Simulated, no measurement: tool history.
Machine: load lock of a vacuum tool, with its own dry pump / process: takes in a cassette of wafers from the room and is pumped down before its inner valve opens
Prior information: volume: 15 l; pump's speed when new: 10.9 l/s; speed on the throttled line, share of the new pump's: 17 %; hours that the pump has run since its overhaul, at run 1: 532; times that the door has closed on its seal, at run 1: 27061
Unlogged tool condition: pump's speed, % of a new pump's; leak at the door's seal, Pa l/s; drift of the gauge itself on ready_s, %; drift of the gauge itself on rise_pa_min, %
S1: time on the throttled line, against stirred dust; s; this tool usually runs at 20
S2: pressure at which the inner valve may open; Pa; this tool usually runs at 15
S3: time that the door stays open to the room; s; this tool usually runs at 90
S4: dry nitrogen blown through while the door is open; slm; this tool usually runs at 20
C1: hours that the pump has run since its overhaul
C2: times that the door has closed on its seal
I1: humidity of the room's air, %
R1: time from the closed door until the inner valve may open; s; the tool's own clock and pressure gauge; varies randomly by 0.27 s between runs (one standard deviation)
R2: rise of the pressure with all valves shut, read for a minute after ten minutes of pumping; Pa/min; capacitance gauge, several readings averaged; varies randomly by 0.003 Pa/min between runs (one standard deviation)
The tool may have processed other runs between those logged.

{"run": 1, "hour": 0.0, "S1": 20, "S2": 15, "S3": 90, "S4": 20, "C1": 532, "C2": 27061, "I1": 46.3, "R1": 28.8, "R2": 0.251}
{"run": 2, "hour": 67.0, "S1": 20, "S2": 15, "S3": 90, "S4": 20, "C1": 599, "C2": 27287, "I1": 41.7, "R1": 29.0, "R2": 0.257}
{"run": 3, "hour": 172.9, "S1": 20, "S2": 15, "S3": 90, "S4": 20, "C1": 704, "C2": 27644, "I1": 46.7, "R1": 28.6, "R2": 0.265}
{"run": 4, "hour": 305.2, "S1": 20, "S2": 15, "S3": 90, "S4": 20, "C1": 837, "C2": 28090, "I1": 44.7, "R1": 28.8, "R2": 0.265}
{"run": 5, "hour": 426.1, "S1": 20, "S2": 15, "S3": 90, "S4": 13, "C1": 958, "C2": 28498, "I1": 44.2, "R1": 28.7, "R2": 0.281}
{"run": 6, "hour": 553.7, "S1": 20, "S2": 15, "S3": 90, "S4": 13, "C1": 1085, "C2": 28928, "I1": 47.7, "R1": 28.9, "R2": 0.288}
{"run": 7, "hour": 672.7, "S1": 19, "S2": 15, "S3": 90, "S4": 20, "C1": 1204, "C2": 29329, "I1": 44.6, "R1": 27.9, "R2": 0.285}
{"run": 8, "hour": 739.3, "S1": 20, "S2": 15, "S3": 90, "S4": 11, "C1": 1271, "C2": 29554, "I1": 44.6, "R1": 28.9, "R2": 0.297}
{"run": 9, "hour": 868.6, "S1": 20, "S2": 15, "S3": 90, "S4": 11, "C1": 1400, "C2": 29989, "I1": 48.4, "R1": 28.9, "R2": 0.313}
{"run": 10, "hour": 928.0, "S1": 20, "S2": 15, "S3": 90, "S4": 11, "C1": 1460, "C2": 30190, "I1": 38.3, "R1": 29.0, "R2": 0.296}
{"run": 11, "hour": 1012.0, "S1": 20, "S2": 15, "S3": 90, "S4": 11, "C1": 1544, "C2": 30473, "I1": 44.2, "R1": 29.1, "R2": 0.306}
{"run": 12, "hour": 1123.9, "S1": 20, "S2": 15, "S3": 90, "S4": 20, "C1": 1656, "C2": 30850, "I1": 48.5, "R1": 28.7, "R2": 0.308}
{"run": 13, "hour": 1207.0, "S1": 20, "S2": 15, "S3": 90, "S4": 20, "C1": 1739, "C2": 31130, "I1": 43.0, "R1": 28.9, "R2": 0.313}
{"run": 14, "hour": 1279.6, "S1": 20, "S2": 15, "S3": 90, "S4": 20, "C1": 1811, "C2": 31375, "I1": 43.5, "R1": 28.6, "R2": 0.314}
{"run": 15, "hour": 1416.5, "S1": 20, "S2": 15, "S3": 90, "S4": 20, "C1": 1948, "C2": 31837, "I1": 49.1, "R1": 29.1, "R2": 0.328}
{"run": 16, "hour": 1515.3, "S1": 20, "S2": 15, "S3": 90, "S4": 20, "C1": 2047, "C2": 32170, "I1": 47.1, "R1": 28.7, "R2": 0.328}
{"run": 17, "hour": 1577.1, "S1": 20, "S2": 15, "S3": 90, "S4": 20, "C1": 2109, "C2": 32378, "I1": 45.1, "R1": 29.2, "R2": 0.325}
{"run": 18, "hour": 1701.3, "S1": 20, "S2": 15, "S3": 90, "S4": 20, "C1": 2233, "C2": 32797, "I1": 42.4, "R1": 29.0, "R2": 0.335}
{"run": 19, "hour": 1780.2, "S1": 20, "S2": 15, "S3": 90, "S4": 20, "C1": 2312, "C2": 33063, "I1": 45.8, "R1": 29.1, "R2": 0.339}
{"run": 20, "hour": 1860.6, "S1": 20, "S2": 15, "S3": 92, "S4": 13, "C1": 2392, "C2": 33334, "I1": 44.8, "R1": 29.0, "R2": 0.351}
{"run": 21, "hour": 1955.0, "S1": 20, "S2": 15, "S3": 92, "S4": 13, "C1": 2487, "C2": 33652, "I1": 47.2, "R1": 29.3, "R2": 0.349}
{"run": 22, "hour": 2013.9, "S1": 20, "S2": 15, "S3": 92, "S4": 13, "C1": 2546, "C2": 33851, "I1": 42.9, "R1": 29.5, "R2": 0.355}
{"run": 23, "hour": 2134.2, "S1": 20, "S2": 14, "S3": 31, "S4": 4, "C1": 2666, "C2": 34257, "I1": 43.7, "R1": 29.4, "R2": 0.344}
{"run": 24, "hour": 2212.0, "S1": 20, "S2": 15, "S3": 90, "S4": 41, "C1": 2744, "C2": 34519, "I1": 43.2, "R1": 29.9, "R2": 0.352}
{"run": 25, "hour": 2277.4, "S1": 14, "S2": 14, "S3": 63, "S4": 41, "C1": 2809, "C2": 34739, "I1": 48.0, "R1": 24.3, "R2": 0.351}
{"run": 26, "hour": 2390.9, "S1": 33, "S2": 29, "S3": 45, "S4": 5, "C1": 2923, "C2": 35122, "I1": 43.5, "R1": 39.0, "R2": 0.363}
{"run": 27, "hour": 2526.2, "S1": 33, "S2": 29, "S3": 45, "S4": 5, "C1": 3058, "C2": 35578, "I1": 47.4, "R1": 38.7, "R2": 0.38}
{"run": 28, "hour": 2649.0, "S1": 13, "S2": 16, "S3": 210, "S4": 19, "C1": 3181, "C2": 35992, "I1": 44.8, "R1": 23.6, "R2": 0.414}
{"run": 29, "hour": 2725.5, "S1": 23, "S2": 15, "S3": 90, "S4": 20, "C1": 3257, "C2": 36250, "I1": 42.7, "R1": 31.8, "R2": 0.383}
{"run": 30, "hour": 2850.5, "S1": 25, "S2": 27, "S3": 88, "S4": 38, "C1": 3382, "C2": 36672, "I1": 40.7, "R1": 32.2, "R2": 0.38}
{"run": 31, "hour": 2955.7, "S1": 25, "S2": 27, "S3": 88, "S4": 38, "C1": 3487, "C2": 37026, "I1": 44.9, "R1": 32.1, "R2": 0.385}
{"run": 32, "hour": 3063.2, "S1": 14, "S2": 15, "S3": 90, "S4": 20, "C1": 3595, "C2": 37389, "I1": 48.1, "R1": 24.4, "R2": 0.4}
{"run": 33, "hour": 3183.3, "S1": 23, "S2": 19, "S3": 90, "S4": 20, "C1": 3715, "C2": 37794, "I1": 43.8, "R1": 31.4, "R2": 0.407}
{"run": 34, "hour": 3274.4, "S1": 23, "S2": 19, "S3": 90, "S4": 20, "C1": 3806, "C2": 38101, "I1": 44.6, "R1": 31.4, "R2": 0.422}
{"run": 35, "hour": 3364.3, "S1": 23, "S2": 19, "S3": 90, "S4": 20, "C1": 3896, "C2": 38404, "I1": 45.2, "R1": 32.1, "R2": 0.409}
{"run": 36, "hour": 3494.0, "S1": 20, "S2": 21, "S3": 90, "S4": 20, "C1": 4026, "C2": 38841, "I1": 44.0, "R1": 29.2, "R2": 0.427}
{"run": 37, "hour": 3635.5, "S1": 33, "S2": 19, "S3": 69, "S4": 33, "C1": 4167, "C2": 39318, "I1": 45.7, "R1": 39.8, "R2": 0.422}

Here are 4 independent what-if runs from the current tool condition. What would each one return?
{"run": "A", "hour": 3762.7, "S1": 33, "S2": 19, "S3": 31, "S4": 16, "C1": 4294, "C2": 39747, "I1": 43.7, "R1": "?", "R2": "?"}
{"run": "B", "hour": 3762.7, "S1": 20, "S2": 12, "S3": 90, "S4": 20, "C1": 4294, "C2": 39747, "I1": 44.8, "R1": "?", "R2": "?"}
{"run": "C", "hour": 3762.7, "S1": 30, "S2": 15, "S3": 193, "S4": 20, "C1": 4294, "C2": 39747, "I1": 47.5, "R1": "?", "R2": "?"}
{"run": "D", "hour": 3762.7, "S1": 33, "S2": 14, "S3": 69, "S4": 24, "C1": 4294, "C2": 39747, "I1": 46.3, "R1": "?", "R2": "?"}

run=A R1=39.3 R2=0.425
run=B R1=29.7 R2=0.442
run=C R1=37.8 R2=0.471
run=D R1=40.8 R2=0.445
The same runs, with their run-to-run variation unchanged, on a tool lacking any hidden condition would have given:
run=A R1=39.0 R2=0.025
run=B R1=29.2 R2=0.047
run=C R1=37.4 R2=0.071
run=D R1=40.5 R2=0.040
